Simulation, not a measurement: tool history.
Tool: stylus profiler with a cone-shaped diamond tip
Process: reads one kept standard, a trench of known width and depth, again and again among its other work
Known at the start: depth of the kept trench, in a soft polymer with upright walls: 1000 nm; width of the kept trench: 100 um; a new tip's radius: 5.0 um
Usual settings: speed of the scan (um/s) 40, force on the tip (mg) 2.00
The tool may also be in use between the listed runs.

| run | hour | speed of the scan (um/s) | force on the tip (mg) | depth of the trench (nm) | width of the trench's floor (nm) |
|---|---|---|---|---|---|
| 1 | 0.0 | 40 | 2.00 | 1003.87 | 89490 |
| 2 | 7.4 | 40 | 2.00 | 1003.69 | 89500 |
| 3 | 16.5 | 111 | 2.00 | 1003.67 | 89120 |
| 4 | 33.5 | 111 | 2.00 | 1003.79 | 89170 |
| 5 | 50.2 | 111 | 2.00 | 1003.93 | 89190 |
| 6 | 60.7 | 40 | 2.27 | 1004.48 | 89410 |
| 7 | 74.6 | 40 | 2.00 | 1004.13 | 89390 |
| 8 | 91.9 | 40 | 0.69 | 1000.62 | 89280 |
| 9 | 99.3 | 40 | 0.69 | 999.88 | 89240 |
| 10 | 110.5 | 15 | 2.00 | 1004.18 | 89330 |
| 11 | 118.1 | 15 | 2.00 | 1003.69 | 89420 |
| 12 | 131.1 | 29 | 2.00 | 1003.12 | 89350 |
| 13 | 148.4 | 29 | 2.00 | 1003.52 | 89370 |
| 14 | 165.1 | 40 | 2.00 | 1003.39 | 89290 |
| 15 | 182.8 | 40 | 2.00 | 1003.71 | 89250 |
| 16 | 198.3 | 25 | 2.00 | 1003.99 | 89330 |
| 17 | 211.2 | 25 | 2.00 | 1003.56 | 89220 |
| 18 | 224.2 | 20 | 2.00 | 1003.34 | 89260 |
| 19 | 241.0 | 20 | 2.00 | 1003.80 | 89250 |
| 20 | 249.2 | 152 | 1.31 | 1001.70 | 88700 |
| 21 | 261.8 | 33 | 1.58 | 1003.00 | 89150 |
| 22 | 270.0 | 14 | 2.77 | 1005.21 | 89250 |
| 23 | 286.4 | 62 | 5.01 | 1009.87 | 89170 |
| 24 | 302.3 | 20 | 1.37 | 1001.73 | 89120 |
| 25 | 309.5 | 15 | 5.51 | 1010.49 | 89170 |
| 26 | 321.0 | 15 | 5.51 | 1010.83 | 89200 |
| 27 | 333.7 | 33 | 1.30 | 1001.50 | 89040 |
| 28 | 350.5 | 32 | 1.22 | 1001.48 | 89040 |
| 29 | 361.6 | 54 | 2.28 | 1004.07 | 89020 |
| 30 | 376.6 | 53 | 4.02 | 1007.84 | 89020 |
| 31 | 384.5 | 109 | 1.10 | 1000.98 | 88680 |
| 32 | 392.4 | 134 | 1.03 | 1000.89 | 88560 |
| 33 | 407.7 | 17 | 4.83 | 1009.38 | 89060 |
| 34 | 418.8 | 21 | 2.66 | 1004.85 | 89040 |
| 35 | 436.2 | 58 | 2.94 | 1005.38 | 88980 |
| 36 | 445.8 | 58 | 2.94 | 1005.43 | 88920 |

Forecast each of these 5 alternatives for the next run:
| A | 455.4 | 58 | 0.80 | ? | ? |
| B | 455.4 | 20 | 2.00 | ? | ? |
| C | 455.4 | 68 | 2.94 | ? | ? |
| D | 455.4 | 10 | 2.00 | ? | ? |
| E | 455.4 | 47 | 2.35 | ? | ? |

| run | depth of the trench (nm) | width of the trench's floor (nm) |
|---|---|---|
| A | 999.87 | 88810 |
| B | 1003.15 | 89050 |
| C | 1005.43 | 88870 |
| D | 1002.67 | 89090 |
| E | 1004.07 | 88980 |
Without the tool's hidden state the same runs would have given:
| run | depth of the trench (nm) | width of the trench's floor (nm) |
|---|---|---|
| A | 1003.72 | 93720 |
| B | 1007.01 | 93960 |
| C | 1009.31 | 93790 |
| D | 1006.53 | 94010 |
| E | 1007.94 | 93890 |
